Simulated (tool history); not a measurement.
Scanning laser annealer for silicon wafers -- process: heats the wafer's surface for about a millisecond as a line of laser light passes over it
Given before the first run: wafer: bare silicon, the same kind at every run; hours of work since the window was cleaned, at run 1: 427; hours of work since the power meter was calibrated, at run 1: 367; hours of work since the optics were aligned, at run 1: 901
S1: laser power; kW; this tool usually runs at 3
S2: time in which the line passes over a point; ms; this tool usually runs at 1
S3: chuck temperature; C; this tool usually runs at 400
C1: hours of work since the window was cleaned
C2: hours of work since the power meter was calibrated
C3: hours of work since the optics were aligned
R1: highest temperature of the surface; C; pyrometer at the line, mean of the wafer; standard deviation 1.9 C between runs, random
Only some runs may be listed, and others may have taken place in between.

| run | hour | S1 | S2 | S3 | C1 | C2 | C3 | R1 |
|---|---|---|---|---|---|---|---|---|
| 1 | 0 | 3 | 1 | 400 | 427 | 367 | 901 | 1161 |
| 2 | 19.2 | 3 | 1.21 | 400 | 439 | 379 | 914 | 1244 |
| 3 | 40.6 | 3 | 1 | 400 | 453 | 393 | 927 | 1161 |
|  | 56.1 | window over the wafer cleaned |
|  | 61.1 | optics aligned, line set to its width |
| 4 | 66.8 | 3 | 1 | 400 | 4 | 405 | 4 | 1209 |
| 5 | 82.5 | 3.173 | 1 | 400 | 14 | 416 | 14 | 1256 |
|  | 88.4 | laser's power meter calibrated |
| 6 | 103.3 | 3 | 1.02 | 391 | 25 | 9 | 25 | 1205 |
| 7 | 123.1 | 3 | 0.94 | 391 | 38 | 22 | 38 | 1174 |
| 8 | 144.2 | 3.149 | 0.75 | 407 | 51 | 36 | 51 | 1132 |
| 9 | 166.7 | 3.149 | 0.75 | 407 | 66 | 50 | 66 | 1133 |
|  | 187.1 | laser's power meter calibrated, once more |
| 10 | 187.1 | 3.087 | 1 | 410 | 77 | 0 | 77 | 1240 |

Predict each of these 3 candidate next runs independently; none follows another, all start after run 10:
| A | 201.3 | 2.95 | 1.03 | 411 | 86 | 9 | 86 | ? |
| B | 201.3 | 3.087 | 1.22 | 421 | 86 | 9 | 86 | ? |
| C | 201.3 | 3 | 1 | 398 | 86 | 9 | 86 | ? |

| run | R1 |
|---|---|
| A | 1212 |
| B | 1341 |
| C | 1198 |
The same runs, with their run-to-run variation unchanged, on a tool lacking any hidden condition would have given:
| run | R1 |
|---|---|
| A | 1221 |
| B | 1351 |
| C | 1206 |
